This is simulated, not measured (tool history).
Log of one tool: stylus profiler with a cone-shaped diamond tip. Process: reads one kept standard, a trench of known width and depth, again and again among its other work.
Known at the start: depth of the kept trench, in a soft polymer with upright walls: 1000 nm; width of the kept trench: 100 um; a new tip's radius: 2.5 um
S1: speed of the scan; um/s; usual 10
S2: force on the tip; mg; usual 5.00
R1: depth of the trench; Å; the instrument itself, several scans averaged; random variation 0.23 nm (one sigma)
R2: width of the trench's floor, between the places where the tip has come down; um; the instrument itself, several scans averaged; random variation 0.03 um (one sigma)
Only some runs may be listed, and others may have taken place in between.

run	hour	S1	S2	R1	R2
1	0.0	10	5.00	10290.0	93.55
2	19.5	35	5.00	10291.1	93.49
3	45.2	35	5.00	10295.2	93.42
4	66.1	35	5.00	10294.5	93.49
5	89.6	35	5.00	10295.0	93.38
6	106.6	35	5.00	10294.3	93.36
7	136.4	35	5.00	10299.7	93.36
8	154.7	35	5.00	10294.3	93.32
9	176.3	35	5.00	10299.6	93.33
10	198.2	3	5.00	10297.1	93.33
11	231.1	3	5.00	10291.4	93.37
# hour 266.2: new tip fitted, height scale calibrated
12	267.5	3	5.00	10256.9	96.07
13	283.7	3	5.00	10257.8	96.02
14	299.2	10	5.00	10256.5	96.00
15	316.0	10	5.00	10254.3	95.97
16	344.4	10	5.00	10255.8	95.85
17	366.7	10	5.00	10257.2	95.86
18	397.1	10	5.00	10260.0	95.80
19	418.4	38	5.00	10255.1	95.75
20	443.9	38	5.00	10259.6	95.73
21	480.5	38	5.00	10262.1	95.60
22	506.7	38	5.00	10260.3	95.62
23	542.7	38	5.00	10259.7	95.49
24	570.9	38	5.00	10261.1	95.50
25	603.0	38	5.00	10264.4	95.42
26	635.6	38	5.00	10263.6	95.34
27	659.4	10	2.78	10182.5	95.35
28	685.0	4	8.19	10362.1	95.37
29	707.8	4	8.19	10360.1	95.29
30	742.9	4	8.19	10364.1	95.27
31	768.3	3	5.92	10291.5	95.18
32	797.5	4	7.12	10336.7	95.19
33	816.3	4	7.12	10333.3	95.13
34	837.4	4	7.12	10331.6	95.13
35	856.9	35	4.35	10249.0	95.00
36	880.7	24	7.62	10351.5	94.99
37	897.9	24	7.62	10351.2	94.96
38	915.3	6	3.84	10226.9	94.96
39	939.6	8	8.24	10371.0	94.91
40	956.1	8	8.24	10374.0	94.92
41	982.2	12	4.61	10259.9	94.83
42	1004.7	16	2.85	10194.6	94.76
43	1031.1	10	5.62	10294.3	94.79
44	1054.2	4	2.74	10190.2	94.76
45	1083.7	4	2.74	10189.9	94.72
46	1101.8	4	2.74	10190.1	94.63
47	1127.2	3	8.16	10373.8	94.69

Each run again, without the hidden state but with its own random variation kept:
The tool's hidden condition here consists of: radius of the tip, um; height scale over the true one, %; drift of the gauge itself on depth_nm, %; drift of the gauge itself on floor_um, %.
run	R1	R2
1	10251.8	95.95
2	10252.5	95.91
3	10256.0	95.88
4	10254.8	95.97
5	10254.8	95.88
6	10253.7	95.89
7	10258.3	95.92
8	10252.5	95.90
9	10257.3	95.93
10	10254.3	95.96
11	10247.9	96.03
12	10255.9	95.98
13	10256.5	95.96
14	10254.7	95.97
15	10252.2	95.98
16	10253.0	95.91
17	10253.9	95.96
18	10256.0	95.96
19	10250.6	95.94
20	10254.6	95.96
21	10256.2	95.90
22	10254.0	95.96
23	10252.5	95.89
24	10253.3	95.95
25	10255.9	95.93
26	10254.5	95.90
27	10172.9	95.95
28	10351.7	96.02
29	10349.2	95.98
30	10352.5	96.01
31	10279.4	95.96
32	10323.7	96.02
33	10319.9	95.99
34	10317.7	96.02
35	10234.8	95.92
36	10336.6	95.94
37	10335.9	95.94
38	10211.4	95.97
39	10354.7	95.95
40	10357.3	95.98
41	10242.8	95.94
42	10177.1	95.90
43	10276.0	95.98
44	10171.6	95.98
45	10170.7	95.97
46	10170.5	95.92
47	10353.2	96.01

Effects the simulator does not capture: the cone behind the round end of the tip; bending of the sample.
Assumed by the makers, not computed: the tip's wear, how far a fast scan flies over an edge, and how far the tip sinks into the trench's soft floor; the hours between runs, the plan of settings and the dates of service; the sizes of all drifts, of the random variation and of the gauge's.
